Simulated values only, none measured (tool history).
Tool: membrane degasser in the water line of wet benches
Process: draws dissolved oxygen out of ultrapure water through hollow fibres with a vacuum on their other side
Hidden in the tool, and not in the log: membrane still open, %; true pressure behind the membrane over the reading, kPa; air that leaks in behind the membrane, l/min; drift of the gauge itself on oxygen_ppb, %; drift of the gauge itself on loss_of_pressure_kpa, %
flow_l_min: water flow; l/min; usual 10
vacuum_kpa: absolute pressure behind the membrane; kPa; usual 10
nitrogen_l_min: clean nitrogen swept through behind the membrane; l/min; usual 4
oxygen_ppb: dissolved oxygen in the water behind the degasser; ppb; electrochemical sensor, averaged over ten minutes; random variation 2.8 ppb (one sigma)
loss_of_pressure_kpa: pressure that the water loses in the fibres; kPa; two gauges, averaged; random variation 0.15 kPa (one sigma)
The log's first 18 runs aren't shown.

| run | day | flow_l_min | vacuum_kpa | nitrogen_l_min | hours since the membrane was changed | hours since the vacuum gauge was calibrated | hours since the vacuum lines were made tight | oxygen_ppb | loss_of_pressure_kpa |
|---|---|---|---|---|---|---|---|---|---|
| 19 | 70.654 | 7 | 8.1 | 4.67 | 3474 | 2060 | 3216 | 167.7 | 19.35 |
| 20 | 73.242 | 9 | 14.1 | 8.57 | 3536 | 2122 | 3278 | 246.3 | 25.38 |
| 21 | 78.362 | 8 | 10 | 5.79 | 3659 | 2244 | 3401 | 203.7 | 22.48 |
| 22 | 82.133 | 14 | 10 | 3.69 | 3749 | 2335 | 3492 | 450.5 | 38.98 |
| 23 | 85.712 | 14 | 10 | 3.69 | 3835 | 2421 | 3577 | 465.4 | 39.42 |
| 24 | 90.688 | 7 | 10.6 | 3.42 | 3955 | 2540 | 3697 | 186.5 | 19.64 |
| 25 | 95.704 | 6 | 20.4 | 10.6 | 4075 | 2661 | 3817 | 140.1 | 16.92 |
| 26 | 99.321 | 8 | 8.6 | 4.94 | 4162 | 2748 | 3904 | 206.7 | 22.56 |
| 27 | 102.221 | 8 | 8.6 | 4.94 | 4232 | 2817 | 3974 | 203.7 | 22.6 |
| 28 | 105.171 | 8 | 8.6 | 4.94 | 4302 | 2888 | 4044 | 205.1 | 22.5 |
| 29 | 107.854 | 8 | 8.6 | 5.17 | 4367 | 2952 | 4109 | 208.4 | 22.36 |
| 30 | 111.017 | 7 | 8.6 | 1.85 | 4443 | 3028 | 4185 | 200.2 | 19.7 |
| 31 | 114.708 | 7 | 8.9 | 7.65 | 4531 | 3117 | 4273 | 163.7 | 19.7 |
| 32 | 118.067 | 7 | 8.9 | 7.65 | 4612 | 3197 | 4354 | 164.7 | 19.59 |
|  | 119.983 | vacuum gauge calibrated |
| 33 | 121.121 | 10 | 10 | 3.19 | 4685 | 27 | 4427 | 307.2 | 28.47 |

Forecast each of these 3 alternatives for the next run:
| A | 126.221 | 11 | 10 | 1.71 | 4807 | 150 | 4549 | ? | ? |
| B | 126.221 | 6 | 13.7 | 5.66 | 4807 | 150 | 4549 | ? | ? |
| C | 126.221 | 10 | 19 | 1.77 | 4807 | 150 | 4549 | ? | ? |

| run | oxygen_ppb | loss_of_pressure_kpa |
|---|---|---|
| A | 392.7 | 31.2 |
| B | 147.2 | 17.06 |
| C | 459.6 | 28.58 |
Without the tool's hidden state the same runs would have given:
| run | oxygen_ppb | loss_of_pressure_kpa |
|---|---|---|
| A | 369.4 | 30.55 |
| B | 134.6 | 16.7 |
| C | 433.3 | 27.98 |

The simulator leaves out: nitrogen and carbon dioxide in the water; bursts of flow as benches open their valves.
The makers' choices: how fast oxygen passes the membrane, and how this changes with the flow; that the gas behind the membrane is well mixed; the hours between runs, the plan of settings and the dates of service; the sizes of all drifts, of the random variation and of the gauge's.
